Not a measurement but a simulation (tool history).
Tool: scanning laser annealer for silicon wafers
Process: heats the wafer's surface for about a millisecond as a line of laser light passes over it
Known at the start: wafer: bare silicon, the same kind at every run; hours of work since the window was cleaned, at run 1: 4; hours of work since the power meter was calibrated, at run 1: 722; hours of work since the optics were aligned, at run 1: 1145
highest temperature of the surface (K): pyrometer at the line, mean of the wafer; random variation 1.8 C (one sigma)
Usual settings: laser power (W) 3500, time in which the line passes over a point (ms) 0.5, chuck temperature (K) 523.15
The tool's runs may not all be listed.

run,day,laser power (W),time in which the line passes over a point (ms),chuck temperature (K),hours of work since the window was cleaned,hours of work since the power meter was calibrated,hours of work since the optics were aligned,highest temperature of the surface (K)
1,0,3500,0.5,523.15,4,722,1145,1275.15
2,1.788,3500,0.5,508.15,21,739,1162,1255.15
3,3.671,3500,0.5,508.15,39,757,1180,1253.15
4,5.112,3500,0.5,508.15,53,771,1194,1252.15
5,7.008,3500,0.5,508.15,71,789,1212,1247.15
6,9.108,3500,0.5,523.15,92,809,1233,1258.15
7,11.233,3500,0.5,523.15,112,829,1253,1258.15
8,12.296,3500,0.5,528.15,122,840,1263,1261.15
9,13.246,3500,0.5,528.15,131,849,1272,1261.15
10,14.375,3500,0.5,528.15,142,860,1283,1259.15
11,15.875,3500,0.5,528.15,157,874,1298,1261.15
12,17.996,3500,0.5,528.15,177,894,1318,1256.15
13,19.104,3175,0.406,523.15,188,905,1329,1118.15
14,20.712,3759,0.533,514.15,203,921,1344,1321.15

Forecast run 15:
15,22.138,3643,0.471,546.15,217,934,1358,?

highest temperature of the surface (K): 1283.15
Without the tool's hidden state the same run would have given highest temperature of the surface (K) 1325.15.

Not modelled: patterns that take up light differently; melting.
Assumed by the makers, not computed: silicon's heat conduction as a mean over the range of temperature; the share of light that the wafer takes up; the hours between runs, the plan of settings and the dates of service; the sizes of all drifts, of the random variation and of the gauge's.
